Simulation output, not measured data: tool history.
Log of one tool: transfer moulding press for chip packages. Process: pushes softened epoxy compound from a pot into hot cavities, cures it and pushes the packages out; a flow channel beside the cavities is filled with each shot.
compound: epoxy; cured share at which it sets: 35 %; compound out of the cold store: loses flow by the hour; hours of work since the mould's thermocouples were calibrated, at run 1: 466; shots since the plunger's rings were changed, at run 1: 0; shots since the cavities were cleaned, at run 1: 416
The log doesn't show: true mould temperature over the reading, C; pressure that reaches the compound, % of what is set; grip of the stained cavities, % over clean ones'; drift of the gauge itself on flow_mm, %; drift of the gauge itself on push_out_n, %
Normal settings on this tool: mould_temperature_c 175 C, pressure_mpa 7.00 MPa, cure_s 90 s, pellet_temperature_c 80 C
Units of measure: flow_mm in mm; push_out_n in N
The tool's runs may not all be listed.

| run | hour | mould_temperature_c | pressure_mpa | cure_s | pellet_temperature_c | hours of work since the mould's thermocouples were calibrated | shots since the plunger's rings were changed | shots since the cavities were cleaned | incoming compound's hours out of the cold store | flow_mm | push_out_n |
|---|---|---|---|---|---|---|---|---|---|---|---|
| 1 | 0.0 | 175 | 7.00 | 90 | 80 | 466 | 0 | 416 | 28.7 | 713 | 332 |
|  | 28.9 | cavities cleaned with cleaning compound and waxed |
| 2 | 60.6 | 175 | 8.20 | 90 | 80 | 507 | 830 | 445 | 23.9 | 774 | 334 |
|  | 84.0 | cavities cleaned with cleaning compound and waxed |
| 3 | 127.0 | 175 | 7.00 | 90 | 80 | 552 | 1741 | 603 | 41.9 | 626 | 373 |
|  | 142.7 | cavities cleaned with cleaning compound and waxed |
| 4 | 191.7 | 175 | 7.00 | 90 | 80 | 596 | 2630 | 689 | 35.1 | 649 | 378 |
|  | 201.1 | cavities cleaned with cleaning compound and waxed |
|  | 241.2 | mould's thermocouples calibrated |
|  | 260.4 | cavities cleaned with cleaning compound and waxed |
| 5 | 261.9 | 175 | 7.00 | 90 | 80 | 13 | 3545 | 21 | 36.8 | 627 | 221 |
| 6 | 312.3 | 175 | 7.00 | 90 | 80 | 48 | 4254 | 730 | 9.5 | 732 | 398 |
|  | 318.3 | cavities cleaned with cleaning compound and waxed |
|  | 375.2 | cavities cleaned with cleaning compound and waxed |
| 7 | 382.6 | 175 | 7.00 | 90 | 79 | 95 | 5198 | 103 | 37.4 | 602 | 243 |
|  | 426.4 | plunger's sealing rings changed |
|  | 434.2 | cavities cleaned with cleaning compound and waxed |
| 8 | 465.2 | 175 | 7.00 | 90 | 79 | 149 | 524 | 436 | 39.0 | 663 | 335 |
|  | 494.2 | cavities cleaned with cleaning compound and waxed |
| 9 | 528.4 | 175 | 7.00 | 90 | 79 | 192 | 1391 | 481 | 25.6 | 714 | 362 |
|  | 549.8 | cavities cleaned with cleaning compound and waxed |
|  | 604.5 | cavities cleaned with cleaning compound and waxed |
| 10 | 604.7 | 175 | 7.00 | 90 | 79 | 243 | 2420 | 2 | 43.6 | 610 | 220 |
|  | 659.3 | cavities cleaned with cleaning compound and waxed |
| 11 | 687.7 | 175 | 7.00 | 90 | 80 | 299 | 3565 | 399 | 36.1 | 638 | 319 |
|  | 715.8 | cavities cleaned with cleaning compound and waxed |
|  | 770.3 | cavities cleaned with cleaning compound and waxed |
| 12 | 775.4 | 175 | 7.00 | 90 | 80 | 358 | 4754 | 71 | 26.6 | 648 | 255 |
|  | 827.9 | cavities cleaned with cleaning compound and waxed |
| 13 | 845.1 | 175 | 7.00 | 90 | 80 | 405 | 5713 | 243 | 45.0 | 571 | 285 |
|  | 852.7 | plunger's sealing rings changed |
|  | 889.2 | cavities cleaned with cleaning compound and waxed |
| 14 | 926.2 | 175 | 7.00 | 90 | 80 | 458 | 1011 | 520 | 24.8 | 726 | 366 |
|  | 947.4 | cavities cleaned with cleaning compound and waxed |
|  | 1007.5 | cavities cleaned with cleaning compound and waxed |
| 15 | 1013.8 | 177 | 5.25 | 90 | 80 | 517 | 2199 | 88 | 30.0 | 584 | 240 |
|  | 1066.0 | cavities cleaned with cleaning compound and waxed |
| 16 | 1082.1 | 175 | 8.48 | 129 | 80 | 563 | 3136 | 225 | 42.4 | 654 | 234 |
|  | 1120.7 | cavities cleaned with cleaning compound and waxed |
| 17 | 1167.1 | 175 | 6.35 | 115 | 80 | 621 | 4309 | 650 | 34.0 | 591 | 309 |
|  | 1179.0 | mould's thermocouples calibrated |
|  | 1180.5 | cavities cleaned with cleaning compound and waxed |
|  | 1236.0 | cavities cleaned with cleaning compound and waxed |
| 18 | 1241.7 | 175 | 6.35 | 115 | 80 | 41 | 5287 | 79 | 21.5 | 631 | 212 |
|  | 1284.4 | plunger's sealing rings changed |
|  | 1297.8 | cavities cleaned with cleaning compound and waxed |
| 19 | 1326.9 | 175 | 6.35 | 115 | 80 | 98 | 576 | 409 | 10.4 | 762 | 278 |
|  | 1355.0 | cavities cleaned with cleaning compound and waxed |
| 20 | 1374.2 | 175 | 7.00 | 90 | 76 | 129 | 1219 | 269 | 13.1 | 767 | 333 |
|  | 1412.2 | cavities cleaned with cleaning compound and waxed |
| 21 | 1458.5 | 175 | 5.88 | 90 | 76 | 187 | 2382 | 651 | 44.2 | 557 | 371 |
|  | 1471.4 | cavities cleaned with cleaning compound and waxed |
|  | 1533.6 | cavities cleaned with cleaning compound and waxed |
| 22 | 1539.3 | 175 | 5.88 | 90 | 76 | 241 | 3474 | 80 | 25.8 | 617 | 243 |
|  | 1589.4 | cavities cleaned with cleaning compound and waxed |
| 23 | 1600.9 | 175 | 5.68 | 90 | 87 | 282 | 4319 | 162 | 22.3 | 604 | 270 |
|  | 1648.6 | cavities cleaned with cleaning compound and waxed |
| 24 | 1659.6 | 175 | 6.52 | 121 | 87 | 322 | 5122 | 156 | 17.4 | 658 | 229 |
|  | 1702.8 | cavities cleaned with cleaning compound and waxed |
|  | 1709.7 | plunger's sealing rings changed |
| 25 | 1709.7 | 175 | 7.00 | 105 | 87 | 354 | 0 | 61 | 18.7 | 758 | 220 |

Predict each of these 3 candidate next runs independently; none follows another, all start after run 25:
|  | 1761.2 | cavities cleaned with cleaning compound and waxed |
| A | 1787.8 | 175 | 7.90 | 112 | 76 | 407 | 1077 | 374 | 37.7 | ? | ? |
|  | 1761.2 | cavities cleaned with cleaning compound and waxed |
| B | 1787.8 | 179 | 7.00 | 90 | 88 | 407 | 1077 | 374 | 14.9 | ? | ? |
|  | 1761.2 | cavities cleaned with cleaning compound and waxed |
| C | 1787.8 | 175 | 7.00 | 105 | 81 | 407 | 1077 | 374 | 36.6 | ? | ? |

| run | flow_mm | push_out_n |
|---|---|---|
| A | 693 | 275 |
| B | 752 | 284 |
| C | 651 | 289 |
Without the tool's unlogged condition, the same runs would have read:
| run | flow_mm | push_out_n |
|---|---|---|
| A | 711 | 192 |
| B | 770 | 196 |
| C | 668 | 200 |
